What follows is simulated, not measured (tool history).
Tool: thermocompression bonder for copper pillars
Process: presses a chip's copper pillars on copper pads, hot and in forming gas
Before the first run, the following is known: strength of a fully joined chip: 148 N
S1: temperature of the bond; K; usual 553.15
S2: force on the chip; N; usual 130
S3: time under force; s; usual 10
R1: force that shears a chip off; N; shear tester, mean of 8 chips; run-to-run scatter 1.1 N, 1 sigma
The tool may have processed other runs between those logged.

| run | hour | S1 | S2 | S3 | R1 |
|---|---|---|---|---|---|
| 1 | 0 | 553.15 | 130 | 10 | 92.4 |
| 2 | 21.1 | 553.15 | 130 | 10 | 89.6 |
| 3 | 40.9 | 553.15 | 130 | 10 | 92.1 |
| 4 | 67.8 | 555.15 | 130 | 10 | 91.8 |
| 5 | 109.6 | 553.15 | 130 | 13 | 96.7 |
| 6 | 151.7 | 553.15 | 130 | 13 | 95.2 |
| 7 | 169.7 | 553.15 | 130 | 13 | 94.4 |
| 8 | 211.9 | 553.15 | 123 | 10 | 87.5 |
| 9 | 250.8 | 553.15 | 123 | 10 | 86.2 |
| 10 | 291.2 | 553.15 | 130 | 10 | 89 |
| 11 | 317.1 | 553.15 | 130 | 10 | 88.7 |
| 12 | 345.4 | 553.15 | 130 | 10 | 88.8 |
| 13 | 374.9 | 553.15 | 130 | 10 | 88.7 |
| 14 | 408 | 553.15 | 130 | 10 | 87.5 |
|  | 416 | heater calibrated with a thermocouple chip |
|  | 435.1 | forming gas filter changed |
| 15 | 435.2 | 553.15 | 130 | 10 | 101.8 |
| 16 | 457.7 | 553.15 | 130 | 10 | 100.8 |
| 17 | 483.2 | 553.15 | 130 | 10 | 100.9 |
| 18 | 526.6 | 553.15 | 130 | 10 | 100 |
| 19 | 566.9 | 553.15 | 130 | 10 | 99.4 |
| 20 | 585.4 | 553.15 | 130 | 10 | 99.3 |
| 21 | 624.6 | 569.15 | 90 | 7 | 92.3 |
| 22 | 653.3 | 575.15 | 173 | 10 | 123.3 |
| 23 | 672 | 575.15 | 194 | 10 | 127.2 |
| 24 | 707.9 | 553.15 | 96 | 26 | 111.6 |
| 25 | 737.2 | 535.15 | 168 | 9 | 86.6 |
| 26 | 763.5 | 528.15 | 130 | 8 | 68.9 |
| 27 | 792.7 | 528.15 | 134 | 8 | 68.1 |
| 28 | 834 | 528.15 | 134 | 8 | 67 |
| 29 | 860.1 | 528.15 | 134 | 8 | 67.9 |
| 30 | 878.4 | 572.15 | 119 | 7 | 101.7 |
| 31 | 897.2 | 579.15 | 81 | 10 | 102.3 |
| 32 | 919.9 | 579.15 | 154 | 10 | 122.3 |
| 33 | 954.1 | 534.15 | 174 | 10 | 86.7 |
| 34 | 989.2 | 534.15 | 174 | 10 | 85.1 |
| 35 | 1029.9 | 534.15 | 174 | 10 | 86.9 |
| 36 | 1047.8 | 534.15 | 174 | 10 | 85.9 |
|  | 1072.7 | forming gas filter changed |
| 37 | 1076.4 | 534.15 | 174 | 10 | 88.7 |
| 38 | 1111.4 | 534.15 | 174 | 5 | 71.4 |
| 39 | 1154.6 | 554.15 | 174 | 6 | 94.2 |
| 40 | 1195.9 | 573.15 | 126 | 16 | 125.2 |

Below are 4 alternative next runs, each starting from the tool's condition after run 40. Predict each:
| A | 1230.5 | 576.15 | 130 | 25 | ? |
| B | 1230.5 | 545.15 | 141 | 15 | ? |
| C | 1230.5 | 527.15 | 153 | 23 | ? |
| D | 1230.5 | 553.15 | 130 | 25 | ? |

| run | R1 |
|---|---|
| A | 133.5 |
| B | 102.2 |
| C | 100.2 |
| D | 118.5 |
With the hidden condition removed and each run's random variation left untouched, the same runs would have given:
| run | R1 |
|---|---|
| A | 136.5 |
| B | 106.1 |
| C | 104.2 |
| D | 122.1 |

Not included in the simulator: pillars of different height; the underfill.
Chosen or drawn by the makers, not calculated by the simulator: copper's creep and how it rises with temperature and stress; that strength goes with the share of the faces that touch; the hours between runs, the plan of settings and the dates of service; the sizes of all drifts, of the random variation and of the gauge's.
